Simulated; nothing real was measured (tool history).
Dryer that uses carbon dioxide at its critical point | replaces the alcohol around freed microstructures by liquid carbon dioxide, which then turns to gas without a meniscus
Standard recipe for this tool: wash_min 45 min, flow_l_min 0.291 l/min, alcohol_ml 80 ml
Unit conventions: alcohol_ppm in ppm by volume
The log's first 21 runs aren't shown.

| run | hour | wash_min | flow_l_min | alcohol_ml | hours of work since the filter was changed | hours of work since the purifier's bed was changed | alcohol_ppm |
|---|---|---|---|---|---|---|---|
| 22 | 334.6 | 27 | 0.493 | 112 | 516 | 534 | 400 |
|  | 349.1 | purifier's bed changed |
| 23 | 353.8 | 45 | 0.239 | 69 | 526 | 3 | 412 |
| 24 | 376.5 | 31 | 0.309 | 118 | 541 | 18 | 1166 |
| 25 | 394.3 | 72 | 0.389 | 80 | 553 | 29 | 17 |
| 26 | 408.6 | 72 | 0.389 | 80 | 562 | 39 | 20 |
|  | 414.7 | inlet filter changed |
| 27 | 420.1 | 53 | 0.235 | 43 | 4 | 46 | 92 |
| 28 | 441.8 | 53 | 0.235 | 43 | 18 | 60 | 96 |
| 29 | 457.7 | 33 | 0.272 | 35 | 28 | 70 | 331 |
| 30 | 479.2 | 33 | 0.280 | 41 | 42 | 84 | 337 |
| 31 | 497.6 | 32 | 0.280 | 101 | 54 | 96 | 917 |
| 32 | 515.3 | 58 | 0.280 | 101 | 66 | 108 | 76 |
| 33 | 532.0 | 58 | 0.280 | 101 | 77 | 119 | 69 |
| 34 | 554.6 | 58 | 0.280 | 101 | 91 | 134 | 76 |
| 35 | 572.1 | 58 | 0.280 | 101 | 103 | 145 | 78 |
| 36 | 594.8 | 58 | 0.280 | 101 | 118 | 160 | 86 |
| 37 | 610.9 | 41 | 0.364 | 48 | 128 | 170 | 90 |

Consider 3 possible next runs. They are alternatives, not a sequence: every one starts from the tool as it was left by run 37. What does each give?
| A | 624.8 | 40 | 0.314 | 27 | 137 | 179 | ? |
| B | 624.8 | 64 | 0.291 | 24 | 137 | 179 | ? |
| C | 624.8 | 39 | 0.237 | 72 | 137 | 179 | ? |

| run | alcohol_ppm |
|---|---|
| A | 101 |
| B | 63 |
| C | 626 |
With no hidden state in the tool, these same runs would have given:
| run | alcohol_ppm |
|---|---|
| A | 46 |
| B | 16 |
| C | 525 |
